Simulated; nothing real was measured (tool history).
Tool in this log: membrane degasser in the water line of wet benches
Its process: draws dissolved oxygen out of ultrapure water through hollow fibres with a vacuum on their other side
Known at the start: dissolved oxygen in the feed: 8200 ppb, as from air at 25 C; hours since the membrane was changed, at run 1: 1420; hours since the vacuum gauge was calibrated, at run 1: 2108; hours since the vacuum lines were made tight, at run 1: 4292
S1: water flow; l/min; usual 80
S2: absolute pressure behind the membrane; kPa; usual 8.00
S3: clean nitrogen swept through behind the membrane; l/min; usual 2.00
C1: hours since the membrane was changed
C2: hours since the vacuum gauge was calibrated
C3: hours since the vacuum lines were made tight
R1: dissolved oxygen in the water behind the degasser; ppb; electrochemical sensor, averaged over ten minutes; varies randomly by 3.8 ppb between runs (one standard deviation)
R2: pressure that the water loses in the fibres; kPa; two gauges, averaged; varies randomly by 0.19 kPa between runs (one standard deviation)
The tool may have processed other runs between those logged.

run 1 day=0.000 | S1=80 S2=8.00 S3=2.00 | C1=1420 C2=2108 C3=4292 | R1=380.0 R2=40.71
run 2 day=2.612 | S1=80 S2=8.00 S3=2.00 | C1=1483 C2=2171 C3=4355 | R1=376.1 R2=41.08
run 3 day=4.996 | S1=80 S2=10.06 S3=2.00 | C1=1540 C2=2228 C3=4412 | R1=534.0 R2=40.92
run 4 day=7.296 | S1=80 S2=10.06 S3=2.00 | C1=1595 C2=2283 C3=4467 | R1=525.3 R2=40.63
run 5 day=10.133 | S1=80 S2=10.06 S3=2.00 | C1=1663 C2=2351 C3=4536 | R1=527.0 R2=41.16
run 6 day=12.400 | S1=80 S2=10.06 S3=2.00 | C1=1718 C2=2406 C3=4590 | R1=534.7 R2=40.76
run 7 day=14.158 | S1=80 S2=10.52 S3=2.00 | C1=1760 C2=2448 C3=4632 | R1=560.8 R2=41.07
run 8 day=16.071 | S1=80 S2=10.52 S3=2.00 | C1=1806 C2=2494 C3=4678 | R1=564.3 R2=40.85
run 9 day=19.175 | S1=80 S2=11.10 S3=2.00 | C1=1880 C2=2568 C3=4753 | R1=602.1 R2=41.10
run 10 day=20.733 | S1=80 S2=11.10 S3=2.00 | C1=1918 C2=2606 C3=4790 | R1=613.6 R2=41.11
run 11 day=24.133 | S1=80 S2=8.00 S3=2.00 | C1=1999 C2=2687 C3=4872 | R1=378.8 R2=41.24
run 12 day=26.454 | S1=80 S2=8.00 S3=3.88 | C1=2055 C2=2743 C3=4927 | R1=218.6 R2=41.14
run 13 day=28.358 | S1=80 S2=8.00 S3=2.61 | C1=2101 C2=2789 C3=4973 | R1=307.1 R2=41.26
run 14 day=30.679 | S1=89 S2=10.05 S3=1.00 | C1=2156 C2=2844 C3=5029 | R1=916.3 R2=45.96
run 15 day=32.121 | S1=112 S2=14.15 S3=2.66 | C1=2191 C2=2879 C3=5063 | R1=862.9 R2=58.35
run 16 day=34.538 | S1=81 S2=8.00 S3=1.93 | C1=2249 C2=2937 C3=5121 | R1=399.8 R2=41.98
run 17 day=37.458 | S1=81 S2=8.00 S3=2.51 | C1=2319 C2=3007 C3=5191 | R1=319.4 R2=41.96
run 18 day=40.467 | S1=80 S2=17.02 S3=2.00 | C1=2391 C2=3079 C3=5264 | R1=1016.2 R2=41.63
-- day=42.121 gauge calibrated
run 19 day=42.888 | S1=52 S2=5.60 S3=1.15 | C1=2449 C2=3138 C3=5322 | R1=207.7 R2=26.67
-- day=44.662 seals of the vacuum lines changed
run 20 day=44.804 | S1=71 S2=16.84 S3=1.43 | C1=2493 C2=3182 C3=3 | R1=1156.2 R2=36.20
run 21 day=47.350 | S1=80 S2=10.55 S3=3.71 | C1=2554 C2=3243 C3=64 | R1=342.1 R2=41.05
run 22 day=49.108 | S1=80 S2=16.22 S3=5.78 | C1=2597 C2=3285 C3=107 | R1=407.8 R2=41.01
run 23 day=51.042 | S1=80 S2=4.95 S3=5.78 | C1=2643 C2=3331 C3=153 | R1=63.3 R2=41.17

Below are 3 alternative next runs, each starting from the tool's condition after run 23. Predict each:
run A day=52.483 | S1=119 S2=4.95 S3=1.02 | C1=2678 C2=3366 C3=188 | R1=? R2=?
run B day=52.483 | S1=76 S2=4.95 S3=4.75 | C1=2678 C2=3366 C3=188 | R1=? R2=?
run C day=52.483 | S1=93 S2=6.78 S3=3.20 | C1=2678 C2=3366 C3=188 | R1=? R2=?

run=A R1=302.9 R2=60.57
run=B R1=69.2 R2=39.01
run=C R1=230.9 R2=47.29
Without the tool's unlogged condition, the same runs would have read:
run=A R1=302.4 R2=60.20
run=B R1=69.0 R2=38.77
run=C R1=230.7 R2=47.00
